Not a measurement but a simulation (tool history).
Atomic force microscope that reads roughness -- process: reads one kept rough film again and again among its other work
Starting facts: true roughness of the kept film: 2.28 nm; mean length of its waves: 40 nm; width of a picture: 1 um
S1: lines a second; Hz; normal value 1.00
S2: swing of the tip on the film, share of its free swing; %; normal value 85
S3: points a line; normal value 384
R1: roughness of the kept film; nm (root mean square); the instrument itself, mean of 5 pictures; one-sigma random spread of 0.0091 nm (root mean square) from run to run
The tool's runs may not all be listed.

run	hour	S1	S2	S3	R1
1	0.0	1.00	85	384	1.909
2	34.8	0.74	85	384	1.908
3	60.6	1.00	85	384	1.871
# hour 68.1: new tip fitted
4	103.4	1.00	85	384	1.991
5	156.8	1.00	85	384	1.930
6	207.3	1.00	85	384	1.889
# hour 232.8: new tip fitted
7	239.5	1.00	85	384	2.024
8	264.3	1.00	83	384	2.014
9	323.8	1.32	85	384	1.889
10	351.7	1.32	85	384	1.865
# hour 398.6: new tip fitted
11	412.0	1.32	85	384	1.985
12	466.9	1.00	85	384	1.962
13	514.9	1.00	85	384	1.893
14	552.9	1.00	85	384	1.856
# hour 563.2: new tip fitted
15	578.7	1.00	85	504	2.033
16	626.3	1.00	85	384	1.974
17	681.6	1.00	85	347	1.897
# hour 730.0: new tip fitted
18	730.0	1.00	85	347	2.029
19	773.5	1.00	85	347	1.975
20	813.4	0.67	68	324	2.034
21	856.6	2.65	86	399	1.701
22	886.1	1.07	85	384	1.869
# hour 894.6: new tip fitted
23	918.3	3.00	85	790	1.787
24	942.7	1.74	85	359	1.883
25	974.7	0.66	74	484	2.034
26	1000.8	0.66	63	484	2.027
27	1033.4	0.59	74	321	1.955
# hour 1058.4: new tip fitted
28	1060.6	0.59	74	321	2.103
29	1090.5	0.59	69	461	2.106
30	1139.0	0.89	69	461	2.006
31	1187.1	0.89	69	461	1.960
# hour 1225.1: new tip fitted
32	1242.5	0.76	85	866	2.053
33	1286.3	2.54	71	892	1.944
34	1317.7	2.54	71	892	1.907
35	1343.2	1.00	71	384	1.966

Here are 3 independent what-if runs from the current tool condition. What would each one return?
# hour 1388.0: new tip fitted
A	1392.7	1.00	66	384	?
# hour 1388.0: new tip fitted
B	1392.7	1.00	80	581	?
# hour 1388.0: new tip fitted
C	1392.7	0.62	81	899	?

run	R1
A	2.100
B	2.059
C	2.099
Without the tool's unlogged condition, the same runs would have read:
run	R1
A	2.119
B	2.078
C	2.118
